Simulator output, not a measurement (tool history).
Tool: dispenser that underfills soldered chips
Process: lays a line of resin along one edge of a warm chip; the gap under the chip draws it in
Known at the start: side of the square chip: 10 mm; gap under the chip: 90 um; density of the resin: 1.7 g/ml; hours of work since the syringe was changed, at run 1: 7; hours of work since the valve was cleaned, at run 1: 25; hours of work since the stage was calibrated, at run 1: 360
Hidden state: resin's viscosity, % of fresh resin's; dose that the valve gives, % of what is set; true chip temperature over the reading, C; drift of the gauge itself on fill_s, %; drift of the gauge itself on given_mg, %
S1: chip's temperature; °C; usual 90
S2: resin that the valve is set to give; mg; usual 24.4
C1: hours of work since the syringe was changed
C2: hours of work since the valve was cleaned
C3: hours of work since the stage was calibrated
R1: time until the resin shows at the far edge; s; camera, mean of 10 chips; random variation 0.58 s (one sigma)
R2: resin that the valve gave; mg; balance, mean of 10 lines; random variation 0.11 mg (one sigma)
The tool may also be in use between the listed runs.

run,day,S1,S2,C1,C2,C3,R1,R2
1,0,90,24.4,7,25,360,81.5,24.03
# day 0.338: new syringe of resin
2,0.642,90,24.4,4,35,369,70.2,23.95
3,1.121,90,24.4,11,42,376,102,23.96
# day 1.196: new syringe of resin
4,1.654,90,24.4,7,49,384,78.9,23.84
# day 2.042: new syringe of resin
5,2.083,90,24.4,1,55,390,56.1,23.47
6,2.579,90,24.4,8,63,397,86,23.63
# day 2.908: new syringe of resin
7,3.033,90,24.4,2,69,404,61.4,23.48
8,3.517,90,24.4,9,76,411,90.7,23.57
# day 3.738: new syringe of resin
9,4.075,98,24.4,5,84,419,50.4,23.57
# day 4.571: new syringe of resin
10,4.617,82,24.4,1,92,427,85.3,23.09
11,4.896,90,24.4,5,96,431,73.9,23.14
# day 5.412: new syringe of resin
12,5.571,90,28.6,2,106,441,61.9,27.09
13,6.029,90,28.6,9,113,447,90,26.79
# day 6.238: new syringe of resin
14,6.604,96,28.6,5,121,456,56.2,26.78
# day 6.758: dispensing valve cleaned and set on the balance
# day 7.112: new syringe of resin
15,7.275,82,24.4,2,7,465,90.8,24.29
16,7.7,101,24.4,9,14,471,53.7,24.4
# day 7.942: new syringe of resin
17,8.212,101,24.4,4,21,478,42.3,24.08
18,8.679,101,24.4,11,28,485,60.9,23.93
# day 8.804: new syringe of resin
19,9.271,98,29.2,7,36,494,55.8,28.5
# day 9.629: new syringe of resin
20,9.779,80,31.2,2,44,501,103.5,30.32
21,10.225,78,27.8,9,50,508,164.2,27.02
# day 10.454: new syringe of resin
22,10.858,92,30.6,6,59,517,72.3,29.43
# day 11.312: new syringe of resin
23,11.358,92,30.6,1,66,524,53.3,29.61
24,11.758,96,31.1,7,72,530,62,29.98
25,12.1,94,28.3,12,77,535,88.9,27.05
# day 12.154: new syringe of resin
# day 12.308: stage's temperature calibrated
26,12.588,93,28.3,6,84,4,58.4,27.17
# day 13.062: new syringe of resin
27,13.15,76,29.7,1,92,12,103.1,28.07
28,13.8,76,29.7,11,101,22,174.7,27.97
# day 13.912: new syringe of resin
29,14.246,97,23.9,5,108,28,48,22.58
# day 14.783: new syringe of resin
30,14.783,80,23.9,0,115,36,82.3,22.31
# day 15.317: dispensing valve cleaned and set on the balance
31,15.383,83,30.6,8,1,44,109.4,30.55
# day 15.671: new syringe of resin
32,15.992,84,28.6,5,10,53,87.1,28.49
33,16.35,84,28.6,10,15,58,113.4,28.29
# day 16.508: new syringe of resin
34,16.975,84,28.6,7,24,67,97.9,28.34
# day 17.342: new syringe of resin
35,17.371,84,28.6,0,30,73,68.7,27.87

4 ways to go on from here, each from the tool as it stands after run 35. What would each give?
A,17.696,87,24,5,34,77,?,?
B,17.696,87,25.4,5,34,77,?,?
C,17.696,77,24.7,5,34,77,?,?
D,17.696,84,24.2,5,34,77,?,?

run,R1,R2
A,77.9,23.55
B,76.9,25.07
C,124.1,24.28
D,91.7,23.71
Without the tool's hidden state the same runs would have given:
run,R1,R2
A,57.6,23.96
B,56.7,25.5
C,91.2,24.7
D,67.7,24.12
